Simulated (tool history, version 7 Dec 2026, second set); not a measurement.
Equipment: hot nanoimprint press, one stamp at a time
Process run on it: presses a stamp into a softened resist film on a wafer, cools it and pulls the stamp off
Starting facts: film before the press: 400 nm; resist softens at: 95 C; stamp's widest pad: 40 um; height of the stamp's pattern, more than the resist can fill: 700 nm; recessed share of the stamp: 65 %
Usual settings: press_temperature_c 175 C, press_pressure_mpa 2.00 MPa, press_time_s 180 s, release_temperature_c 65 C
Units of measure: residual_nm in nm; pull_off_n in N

run 1 hour=0.0 | press_temperature_c=175 press_pressure_mpa=2.00 press_time_s=180 release_temperature_c=65 | residual_nm=209.8 pull_off_n=247
run 2 hour=33.9 | press_temperature_c=182 press_pressure_mpa=2.00 press_time_s=180 release_temperature_c=65 | residual_nm=169.4 pull_off_n=245
run 3 hour=54.2 | press_temperature_c=182 press_pressure_mpa=2.00 press_time_s=180 release_temperature_c=65 | residual_nm=169.4 pull_off_n=248
run 4 hour=75.8 | press_temperature_c=175 press_pressure_mpa=2.00 press_time_s=180 release_temperature_c=65 | residual_nm=209.1 pull_off_n=254
-- hour=88.2 stamp cleaned and given a new release coat
run 5 hour=104.2 | press_temperature_c=175 press_pressure_mpa=2.00 press_time_s=180 release_temperature_c=65 | residual_nm=208.7 pull_off_n=175
-- hour=138.3 plate thermocouple calibrated
run 6 hour=145.2 | press_temperature_c=175 press_pressure_mpa=2.00 press_time_s=180 release_temperature_c=65 | residual_nm=205.5 pull_off_n=179
run 7 hour=184.7 | press_temperature_c=175 press_pressure_mpa=2.00 press_time_s=150 release_temperature_c=65 | residual_nm=216.8 pull_off_n=185
run 8 hour=221.4 | press_temperature_c=175 press_pressure_mpa=2.00 press_time_s=150 release_temperature_c=65 | residual_nm=216.8 pull_off_n=196
run 9 hour=240.8 | press_temperature_c=175 press_pressure_mpa=2.00 press_time_s=180 release_temperature_c=65 | residual_nm=204.8 pull_off_n=198
run 10 hour=261.1 | press_temperature_c=175 press_pressure_mpa=2.00 press_time_s=180 release_temperature_c=65 | residual_nm=204.5 pull_off_n=199
run 11 hour=293.9 | press_temperature_c=175 press_pressure_mpa=2.00 press_time_s=180 release_temperature_c=65 | residual_nm=204.3 pull_off_n=198
run 12 hour=322.2 | press_temperature_c=175 press_pressure_mpa=2.00 press_time_s=180 release_temperature_c=65 | residual_nm=203.9 pull_off_n=208
-- hour=335.4 plate thermocouple calibrated, once more
run 13 hour=357.0 | press_temperature_c=175 press_pressure_mpa=2.00 press_time_s=180 release_temperature_c=65 | residual_nm=217.8 pull_off_n=220
run 14 hour=389.1 | press_temperature_c=175 press_pressure_mpa=2.00 press_time_s=180 release_temperature_c=65 | residual_nm=217.1 pull_off_n=228
run 15 hour=428.6 | press_temperature_c=175 press_pressure_mpa=2.00 press_time_s=180 release_temperature_c=65 | residual_nm=217.0 pull_off_n=239
run 16 hour=466.1 | press_temperature_c=175 press_pressure_mpa=3.04 press_time_s=180 release_temperature_c=65 | residual_nm=177.2 pull_off_n=242
run 17 hour=485.7 | press_temperature_c=175 press_pressure_mpa=3.04 press_time_s=180 release_temperature_c=65 | residual_nm=177.2 pull_off_n=245
run 18 hour=505.8 | press_temperature_c=175 press_pressure_mpa=3.04 press_time_s=180 release_temperature_c=65 | residual_nm=177.0 pull_off_n=237
run 19 hour=526.4 | press_temperature_c=175 press_pressure_mpa=3.04 press_time_s=180 release_temperature_c=65 | residual_nm=176.7 pull_off_n=245

Forecast run 20:
run 20 hour=544.4 | press_temperature_c=175 press_pressure_mpa=3.04 press_time_s=180 release_temperature_c=65 | residual_nm=? pull_off_n=?

Run 20 produced residual_nm 176.4 nm, pull_off_n 255 N.
Take away the tool's hidden state, keep the run-to-run variation as it was, and the same run would have given residual_nm 170.2 nm, pull_off_n 181 N.
